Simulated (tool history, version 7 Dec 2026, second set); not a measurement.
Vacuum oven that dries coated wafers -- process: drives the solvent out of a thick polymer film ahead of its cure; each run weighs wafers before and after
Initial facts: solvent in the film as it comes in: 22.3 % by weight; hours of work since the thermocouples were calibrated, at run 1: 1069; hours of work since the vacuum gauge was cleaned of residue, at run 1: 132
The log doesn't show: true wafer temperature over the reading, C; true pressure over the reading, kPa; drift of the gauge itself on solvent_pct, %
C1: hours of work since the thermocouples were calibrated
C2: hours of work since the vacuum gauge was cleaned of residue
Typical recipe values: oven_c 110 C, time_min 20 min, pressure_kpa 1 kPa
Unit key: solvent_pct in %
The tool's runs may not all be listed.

run 1 hour=0 | oven_c=110 time_min=20 pressure_kpa=1 | C1=1069 C2=132 | solvent_pct=1.33
run 2 hour=8.2 | oven_c=110 time_min=20 pressure_kpa=1 | C1=1074 C2=138 | solvent_pct=1.23
run 3 hour=19 | oven_c=111 time_min=20 pressure_kpa=1 | C1=1082 C2=145 | solvent_pct=1.07
run 4 hour=29.4 | oven_c=111 time_min=20 pressure_kpa=1 | C1=1088 C2=152 | solvent_pct=1.14
run 5 hour=43.4 | oven_c=102 time_min=20 pressure_kpa=1 | C1=1098 C2=161 | solvent_pct=2.72
run 6 hour=52.2 | oven_c=102 time_min=20 pressure_kpa=1 | C1=1104 C2=167 | solvent_pct=2.69
run 7 hour=70 | oven_c=102 time_min=20 pressure_kpa=1 | C1=1115 C2=179 | solvent_pct=2.69
run 8 hour=79.9 | oven_c=102 time_min=20 pressure_kpa=1 | C1=1122 C2=185 | solvent_pct=2.7
run 9 hour=94.5 | oven_c=102 time_min=20 pressure_kpa=3.33 | C1=1132 C2=195 | solvent_pct=3.88
run 10 hour=103.3 | oven_c=110 time_min=20 pressure_kpa=0.71 | C1=1137 C2=201 | solvent_pct=1.14
run 11 hour=113.1 | oven_c=121 time_min=20 pressure_kpa=1 | C1=1144 C2=207 | solvent_pct=0.46
run 12 hour=133 | oven_c=121 time_min=20 pressure_kpa=1 | C1=1157 C2=220 | solvent_pct=0.41
run 13 hour=152.5 | oven_c=121 time_min=30 pressure_kpa=1 | C1=1170 C2=233 | solvent_pct=0.29
run 14 hour=163.5 | oven_c=102 time_min=30 pressure_kpa=1 | C1=1177 C2=240 | solvent_pct=1.33
run 15 hour=182.4 | oven_c=102 time_min=30 pressure_kpa=1.61 | C1=1190 C2=253 | solvent_pct=1.6
run 16 hour=198.6 | oven_c=102 time_min=30 pressure_kpa=1.61 | C1=1201 C2=264 | solvent_pct=1.71
-- hour=201.5 vacuum gauge cleaned of residue and calibrated
run 17 hour=209.3 | oven_c=102 time_min=30 pressure_kpa=1.61 | C1=1207 C2=5 | solvent_pct=1.71
run 18 hour=224.2 | oven_c=102 time_min=30 pressure_kpa=1.61 | C1=1216 C2=15 | solvent_pct=1.74
-- hour=243.3 vacuum gauge cleaned of residue and calibrated, once more
run 19 hour=244.9 | oven_c=102 time_min=30 pressure_kpa=1.61 | C1=1229 C2=1 | solvent_pct=1.65
run 20 hour=253.1 | oven_c=102 time_min=30 pressure_kpa=1.61 | C1=1235 C2=6 | solvent_pct=1.63
run 21 hour=267.9 | oven_c=103 time_min=20 pressure_kpa=1 | C1=1244 C2=16 | solvent_pct=2.47
run 22 hour=276 | oven_c=122 time_min=15 pressure_kpa=0.61 | C1=1250 C2=22 | solvent_pct=0.48
run 23 hour=287.8 | oven_c=122 time_min=15 pressure_kpa=0.92 | C1=1258 C2=29 | solvent_pct=0.62
run 24 hour=301.8 | oven_c=122 time_min=17 pressure_kpa=1.17 | C1=1267 C2=39 | solvent_pct=0.54
run 25 hour=318.2 | oven_c=111 time_min=25 pressure_kpa=0.51 | C1=1278 C2=50 | solvent_pct=0.55
run 26 hour=335.9 | oven_c=111 time_min=25 pressure_kpa=0.51 | C1=1289 C2=61 | solvent_pct=0.54
run 27 hour=355 | oven_c=111 time_min=23 pressure_kpa=2.85 | C1=1302 C2=74 | solvent_pct=1.63
run 28 hour=374 | oven_c=110 time_min=20 pressure_kpa=1 | C1=1315 C2=87 | solvent_pct=1.3
run 29 hour=390.3 | oven_c=110 time_min=20 pressure_kpa=1 | C1=1325 C2=97 | solvent_pct=1.22
run 30 hour=405 | oven_c=110 time_min=12 pressure_kpa=0.59 | C1=1335 C2=107 | solvent_pct=3.07
run 31 hour=418.9 | oven_c=110 time_min=12 pressure_kpa=0.59 | C1=1344 C2=116 | solvent_pct=3.04
run 32 hour=433.4 | oven_c=110 time_min=12 pressure_kpa=0.59 | C1=1354 C2=126 | solvent_pct=3.08
run 33 hour=446.4 | oven_c=110 time_min=12 pressure_kpa=0.59 | C1=1363 C2=134 | solvent_pct=3.03
run 34 hour=464.7 | oven_c=110 time_min=36 pressure_kpa=0.88 | C1=1375 C2=147 | solvent_pct=0.43
run 35 hour=477.8 | oven_c=110 time_min=36 pressure_kpa=0.88 | C1=1383 C2=155 | solvent_pct=0.46
run 36 hour=495.1 | oven_c=110 time_min=36 pressure_kpa=0.88 | C1=1395 C2=167 | solvent_pct=0.43
run 37 hour=514.3 | oven_c=115 time_min=20 pressure_kpa=0.94 | C1=1408 C2=179 | solvent_pct=0.73
run 38 hour=525.6 | oven_c=112 time_min=20 pressure_kpa=0.72 | C1=1415 C2=187 | solvent_pct=0.91
run 39 hour=543 | oven_c=112 time_min=17 pressure_kpa=1.66 | C1=1427 C2=198 | solvent_pct=1.7
run 40 hour=554.1 | oven_c=120 time_min=23 pressure_kpa=3.38 | C1=1434 C2=206 | solvent_pct=1.16

Here are 3 independent what-if runs from the current tool condition. What would each one return?
run A hour=566.9 | oven_c=120 time_min=14 pressure_kpa=3.38 | C1=1442 C2=214 | solvent_pct=?
run B hour=566.9 | oven_c=110 time_min=20 pressure_kpa=0.74 | C1=1442 C2=214 | solvent_pct=?
run C hour=566.9 | oven_c=121 time_min=19 pressure_kpa=2.21 | C1=1442 C2=214 | solvent_pct=?

run=A solvent_pct=1.69
run=B solvent_pct=1.18
run=C solvent_pct=0.84
Take away the tool's hidden state, keep each run's random variation, and the runs would have read:
run=A solvent_pct=1.59
run=B solvent_pct=1.06
run=C solvent_pct=0.78

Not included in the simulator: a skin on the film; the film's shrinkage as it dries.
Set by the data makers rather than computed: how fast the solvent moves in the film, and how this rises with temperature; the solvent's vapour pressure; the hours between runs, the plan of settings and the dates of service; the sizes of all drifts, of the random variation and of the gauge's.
